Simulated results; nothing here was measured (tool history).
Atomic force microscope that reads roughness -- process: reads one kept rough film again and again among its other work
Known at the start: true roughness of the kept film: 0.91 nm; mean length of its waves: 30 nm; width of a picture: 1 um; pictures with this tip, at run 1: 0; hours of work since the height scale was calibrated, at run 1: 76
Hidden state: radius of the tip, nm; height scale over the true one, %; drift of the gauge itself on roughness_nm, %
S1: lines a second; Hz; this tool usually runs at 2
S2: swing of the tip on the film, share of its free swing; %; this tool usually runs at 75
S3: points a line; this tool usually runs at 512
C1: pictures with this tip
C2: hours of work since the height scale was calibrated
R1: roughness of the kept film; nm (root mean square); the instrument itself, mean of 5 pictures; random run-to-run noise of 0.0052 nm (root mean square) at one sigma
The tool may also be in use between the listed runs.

| run | day | S1 | S2 | S3 | C1 | C2 | R1 |
|---|---|---|---|---|---|---|---|
| 1 | 0 | 2 | 75 | 512 | 0 | 76 | 0.836 |
| 2 | 0.217 | 2.6 | 75 | 512 | 7 | 79 | 0.82 |
| 3 | 0.562 | 2.6 | 68 | 512 | 18 | 82 | 0.837 |
| 4 | 0.842 | 2.6 | 68 | 512 | 27 | 85 | 0.833 |
| 5 | 1.146 | 2 | 68 | 512 | 37 | 88 | 0.829 |
| 6 | 1.604 | 2 | 68 | 512 | 51 | 93 | 0.837 |
| 7 | 2.008 | 2 | 75 | 512 | 64 | 97 | 0.814 |
| 8 | 2.379 | 2 | 75 | 512 | 76 | 101 | 0.813 |
| 9 | 2.767 | 2 | 75 | 512 | 88 | 105 | 0.803 |
| 10 | 3.004 | 2 | 75 | 512 | 96 | 107 | 0.792 |
| 11 | 3.342 | 2 | 75 | 472 | 107 | 111 | 0.799 |
| 12 | 3.667 | 2 | 75 | 472 | 117 | 114 | 0.792 |
| 13 | 3.925 | 2 | 75 | 472 | 125 | 117 | 0.786 |
| 14 | 4.2 | 2 | 75 | 512 | 134 | 120 | 0.789 |
| 15 | 4.654 | 2 | 75 | 512 | 148 | 124 | 0.78 |
| 16 | 4.888 | 2 | 75 | 512 | 156 | 127 | 0.779 |
| 17 | 5.283 | 2 | 75 | 512 | 169 | 131 | 0.775 |
|  | 5.404 | new tip fitted |
| 18 | 5.608 | 2 | 60 | 512 | 6 | 134 | 0.859 |
| 19 | 5.867 | 0.59 | 75 | 512 | 14 | 137 | 0.855 |
| 20 | 6.317 | 3.2 | 75 | 512 | 29 | 141 | 0.806 |
| 21 | 6.512 | 2 | 89 | 512 | 35 | 143 | 0.785 |
| 22 | 6.8 | 2 | 89 | 512 | 44 | 146 | 0.769 |
|  | 6.883 | height scale calibrated on a step standard |
| 23 | 7.133 | 2 | 89 | 512 | 54 | 3 | 0.771 |
| 24 | 7.342 | 2 | 75 | 512 | 60 | 5 | 0.809 |
| 25 | 7.575 | 2 | 75 | 512 | 67 | 7 | 0.801 |
| 26 | 7.975 | 2 | 68 | 512 | 80 | 11 | 0.816 |
| 27 | 8.321 | 2.67 | 75 | 301 | 91 | 15 | 0.772 |
|  | 8.571 | height scale calibrated on a step standard, once more |
| 28 | 8.675 | 1.74 | 69 | 512 | 101 | 1 | 0.806 |
| 29 | 8.992 | 2.34 | 56 | 838 | 111 | 4 | 0.823 |
| 30 | 9.358 | 2.34 | 56 | 838 | 123 | 8 | 0.815 |
| 31 | 9.725 | 2.34 | 56 | 838 | 135 | 12 | 0.815 |
| 32 | 10.108 | 2.34 | 70 | 779 | 147 | 16 | 0.789 |
| 33 | 10.504 | 2.34 | 77 | 779 | 160 | 20 | 0.76 |
| 34 | 10.792 | 2.34 | 77 | 779 | 169 | 23 | 0.773 |
|  | 10.912 | new tip fitted |
| 35 | 11.179 | 2.34 | 77 | 779 | 8 | 27 | 0.826 |
| 36 | 11.471 | 2.34 | 77 | 779 | 18 | 30 | 0.824 |
| 37 | 11.862 | 2.31 | 73 | 779 | 30 | 34 | 0.826 |
| 38 | 12.1 | 2.31 | 73 | 779 | 38 | 36 | 0.822 |
| 39 | 12.438 | 2 | 57 | 787 | 48 | 40 | 0.856 |
| 40 | 12.742 | 0.5 | 75 | 366 | 58 | 43 | 0.838 |
| 41 | 13.129 | 1.66 | 75 | 478 | 71 | 47 | 0.824 |
| 42 | 13.567 | 2 | 64 | 512 | 85 | 51 | 0.819 |
| 43 | 13.842 | 2 | 64 | 512 | 93 | 54 | 0.82 |
| 44 | 14.304 | 2 | 68 | 512 | 108 | 59 | 0.804 |
| 45 | 14.608 | 0.85 | 58 | 990 | 118 | 62 | 0.83 |
| 46 | 15.012 | 0.59 | 71 | 259 | 131 | 66 | 0.809 |
| 47 | 15.404 | 3.96 | 75 | 966 | 143 | 70 | 0.756 |
| 48 | 15.8 | 0.78 | 89 | 512 | 156 | 74 | 0.796 |
| 49 | 16.042 | 1.41 | 80 | 387 | 163 | 77 | 0.776 |
|  | 16.346 | new tip fitted |
| 50 | 16.471 | 1.41 | 80 | 387 | 4 | 81 | 0.843 |
| 51 | 16.892 | 2 | 57 | 553 | 18 | 85 | 0.855 |

Branching from run 51: 5 alternative next runs. What would each branch give?
| A | 17.325 | 3.63 | 57 | 553 | 32 | 90 | ? |
| B | 17.325 | 1.46 | 75 | 916 | 32 | 90 | ? |
| C | 17.325 | 1.08 | 63 | 512 | 32 | 90 | ? |
| D | 17.325 | 0.86 | 78 | 512 | 32 | 90 | ? |
| E | 17.325 | 2 | 84 | 512 | 32 | 90 | ? |

| run | R1 |
|---|---|
| A | 0.837 |
| B | 0.834 |
| C | 0.861 |
| D | 0.842 |
| E | 0.804 |
What these runs would have given with no unlogged condition in the tool:
| run | R1 |
|---|---|
| A | 0.851 |
| B | 0.848 |
| C | 0.875 |
| D | 0.856 |
| E | 0.817 |
